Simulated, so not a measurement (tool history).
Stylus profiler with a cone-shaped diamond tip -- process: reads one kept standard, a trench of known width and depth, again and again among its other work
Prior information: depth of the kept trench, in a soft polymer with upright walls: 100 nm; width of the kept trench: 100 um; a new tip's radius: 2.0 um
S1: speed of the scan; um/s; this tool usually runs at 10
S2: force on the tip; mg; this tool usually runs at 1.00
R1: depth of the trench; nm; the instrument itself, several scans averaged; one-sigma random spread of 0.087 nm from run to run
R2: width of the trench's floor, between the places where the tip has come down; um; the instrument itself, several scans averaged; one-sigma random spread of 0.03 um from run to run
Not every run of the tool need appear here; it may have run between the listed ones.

{"run": 1, "hour": 0.0, "S1": 10, "S2": 1.0, "R1": 100.57, "R2": 98.71}
{"run": 2, "hour": 108.4, "S1": 33, "S2": 1.0, "R1": 100.63, "R2": 98.47}
{"run": 3, "hour": 212.9, "S1": 10, "S2": 1.0, "R1": 100.78, "R2": 98.65}
{"run": 4, "hour": 275.2, "S1": 10, "S2": 1.0, "R1": 100.59, "R2": 98.68}
{"run": 5, "hour": 373.6, "S1": 10, "S2": 1.0, "R1": 100.76, "R2": 98.73}
{"run": 6, "hour": 487.7, "S1": 10, "S2": 1.0, "R1": 100.61, "R2": 98.64}
{"run": 7, "hour": 606.2, "S1": 10, "S2": 2.73, "R1": 101.44, "R2": 98.75}
{"run": 8, "hour": 677.6, "S1": 10, "S2": 2.73, "R1": 101.4, "R2": 98.65}
{"run": 9, "hour": 742.8, "S1": 10, "S2": 2.73, "R1": 101.23, "R2": 98.74}
{"run": 10, "hour": 836.0, "S1": 10, "S2": 2.97, "R1": 101.47, "R2": 98.77}
{"run": 11, "hour": 905.5, "S1": 10, "S2": 2.97, "R1": 101.29, "R2": 98.68}
{"run": 12, "hour": 984.4, "S1": 10, "S2": 1.0, "R1": 100.67, "R2": 98.7}
{"run": 13, "hour": 1102.4, "S1": 10, "S2": 1.0, "R1": 100.65, "R2": 98.69}
{"run": 14, "hour": 1188.1, "S1": 10, "S2": 1.0, "R1": 100.75, "R2": 98.68}
{"hour": 1208.9, "done": "height scale calibrated on a step standard"}
{"run": 15, "hour": 1285.3, "S1": 10, "S2": 1.0, "R1": 100.78, "R2": 98.64}
{"run": 16, "hour": 1406.2, "S1": 10, "S2": 1.0, "R1": 100.7, "R2": 98.66}
{"run": 17, "hour": 1538.1, "S1": 10, "S2": 1.0, "R1": 100.53, "R2": 98.66}
{"run": 18, "hour": 1660.5, "S1": 10, "S2": 1.0, "R1": 100.58, "R2": 98.62}
{"run": 19, "hour": 1761.1, "S1": 10, "S2": 1.0, "R1": 100.79, "R2": 98.66}
{"run": 20, "hour": 1874.6, "S1": 19, "S2": 1.14, "R1": 100.75, "R2": 98.55}
{"run": 21, "hour": 1951.9, "S1": 10, "S2": 1.21, "R1": 100.74, "R2": 98.67}
{"run": 22, "hour": 2047.5, "S1": 3, "S2": 0.6, "R1": 100.42, "R2": 98.69}
{"run": 23, "hour": 2135.1, "S1": 5, "S2": 1.0, "R1": 100.6, "R2": 98.7}
{"run": 24, "hour": 2248.2, "S1": 22, "S2": 2.66, "R1": 101.31, "R2": 98.62}
{"run": 25, "hour": 2385.7, "S1": 30, "S2": 1.35, "R1": 100.82, "R2": 98.52}
{"run": 26, "hour": 2490.0, "S1": 30, "S2": 1.35, "R1": 100.79, "R2": 98.49}
{"run": 27, "hour": 2566.5, "S1": 10, "S2": 0.53, "R1": 100.34, "R2": 98.65}
{"run": 28, "hour": 2689.9, "S1": 10, "S2": 0.53, "R1": 100.36, "R2": 98.63}
{"run": 29, "hour": 2805.9, "S1": 10, "S2": 0.53, "R1": 100.54, "R2": 98.61}
{"run": 30, "hour": 2934.9, "S1": 7, "S2": 1.1, "R1": 100.62, "R2": 98.68}
{"run": 31, "hour": 3039.2, "S1": 7, "S2": 1.1, "R1": 100.7, "R2": 98.71}
{"run": 32, "hour": 3097.2, "S1": 26, "S2": 2.13, "R1": 101.11, "R2": 98.66}
{"run": 33, "hour": 3191.3, "S1": 20, "S2": 0.49, "R1": 100.55, "R2": 98.52}
{"run": 34, "hour": 3289.0, "S1": 9, "S2": 0.93, "R1": 100.71, "R2": 98.66}
{"run": 35, "hour": 3408.0, "S1": 9, "S2": 0.93, "R1": 100.53, "R2": 98.7}
{"run": 36, "hour": 3467.4, "S1": 11, "S2": 1.03, "R1": 100.69, "R2": 98.63}
{"run": 37, "hour": 3538.9, "S1": 37, "S2": 2.06, "R1": 101.26, "R2": 98.49}
{"run": 38, "hour": 3643.5, "S1": 3, "S2": 0.69, "R1": 100.58, "R2": 98.67}

Forecast each of these 5 alternatives for the next run:
{"hour": 3752.9, "done": "height scale calibrated on a step standard"}
{"run": "A", "hour": 3761.7, "S1": 11, "S2": 2.88, "R1": "?", "R2": "?"}
{"hour": 3752.9, "done": "height scale calibrated on a step standard"}
{"run": "B", "hour": 3761.7, "S1": 18, "S2": 1.0, "R1": "?", "R2": "?"}
{"hour": 3752.9, "done": "height scale calibrated on a step standard"}
{"run": "C", "hour": 3761.7, "S1": 6, "S2": 0.69, "R1": "?", "R2": "?"}
{"hour": 3752.9, "done": "height scale calibrated on a step standard"}
{"run": "D", "hour": 3761.7, "S1": 2, "S2": 2.0, "R1": "?", "R2": "?"}
{"hour": 3752.9, "done": "height scale calibrated on a step standard"}
{"run": "E", "hour": 3761.7, "S1": 38, "S2": 0.69, "R1": "?", "R2": "?"}

run=A R1=101.26 R2=98.67
run=B R1=100.72 R2=98.62
run=C R1=100.60 R2=98.65
run=D R1=100.98 R2=98.75
run=E R1=100.53 R2=98.44
Take away the tool's hidden state, keep each run's random variation, and the runs would have read:
run=A R1=101.25 R2=98.68
run=B R1=100.72 R2=98.64
run=C R1=100.60 R2=98.66
run=D R1=100.98 R2=98.77
run=E R1=100.53 R2=98.45

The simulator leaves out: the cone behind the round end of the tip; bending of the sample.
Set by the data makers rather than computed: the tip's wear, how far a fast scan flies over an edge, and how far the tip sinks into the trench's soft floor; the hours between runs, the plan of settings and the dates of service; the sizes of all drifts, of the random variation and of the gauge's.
